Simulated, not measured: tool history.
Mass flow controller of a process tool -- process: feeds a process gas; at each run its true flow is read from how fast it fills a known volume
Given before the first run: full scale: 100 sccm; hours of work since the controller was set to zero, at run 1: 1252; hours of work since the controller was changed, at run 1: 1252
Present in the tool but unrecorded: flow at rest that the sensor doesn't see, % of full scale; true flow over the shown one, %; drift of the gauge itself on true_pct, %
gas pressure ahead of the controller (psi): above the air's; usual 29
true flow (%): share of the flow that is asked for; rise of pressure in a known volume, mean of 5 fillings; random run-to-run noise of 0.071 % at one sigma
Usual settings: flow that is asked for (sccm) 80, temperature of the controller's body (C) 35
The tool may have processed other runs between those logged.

run    hour  flow that is asked for (sccm)  gas pressure ahead of the controller (psi)  temperature of the controller's body (C)  hours of work since the controller was set to zero  hours of work since the controller was changed  true flow (%)
  1       0                             80                                          29                                        35                                                1252                                            1252         100.69
  2    59.9                             80                                          29                                        35                                                1276                                            1276         100.83
  3   120.1                             80                                          29                                        35                                                1299                                            1299         100.65
  4   177.5                             80                                        34.1                                        35                                                1322                                            1322         100.94
  5   243.2                             80                                        34.1                                        35                                                1348                                            1348         100.75
  6   323.7                             80                                          29                                        35                                                1379                                            1379         100.84
  7   389.6                             80                                          29                                        35                                                1405                                            1405         100.86
  8     447                             80                                          29                                        35                                                1428                                            1428         100.92
  9   522.2                             80                                        39.3                                        35                                                1457                                            1457         100.87
 10   591.9                             80                                        39.3                                        35                                                1484                                            1484          100.8
 11   657.6                             19                                          29                                        35                                                1510                                            1510         100.95
 12   727.3                             19                                          29                                        35                                                1538                                            1538         100.95
 13   808.2                             80                                          30                                        35                                                1569                                            1569         100.92
 14   846.8                             27                                          29                                        35                                                1584                                            1584         100.69
 15   906.7                             27                                          29                                        35                                                1608                                            1608         100.63
 16   986.1                             80                                        33.8                                        28                                                1639                                            1639         100.76
 17    1064                             10                                          29                                        40                                                1670                                            1670         102.44
 18  1106.4                             56                                        40.2                                        32                                                1686                                            1686         100.58
 19  1158.8                             56                                        40.2                                        32                                                1707                                            1707         100.45
 20  1227.4                             17                                        30.5                                        35                                                1734                                            1734         101.25
 21  1270.5                             17                                        27.1                                        27                                                1751                                            1751         101.15
 22  1349.6                             17                                        27.1                                        27                                                1782                                            1782         101.24
 23  1390.9                             12                                        33.5                                        28                                                1798                                            1798         102.04
 24  1439.2                             12                                        33.5                                        28                                                1817                                            1817         101.79

What if the next run were any one of these 3? Each begins from the tool's condition after run 24:
  A  1515.6                             80                                          29                                        37                                                1847                                            1847              ?
  B  1515.6                             16                                        24.7                                        27                                                1847                                            1847              ?
  C  1515.6                             80                                          29                                        36                                                1847                                            1847              ?

run  true flow (%)
  A         101.22
  B         101.33
  C          101.1
Without the tool's hidden state the same runs would have given:
run  true flow (%)
  A            100
  B          98.57
  C          99.87
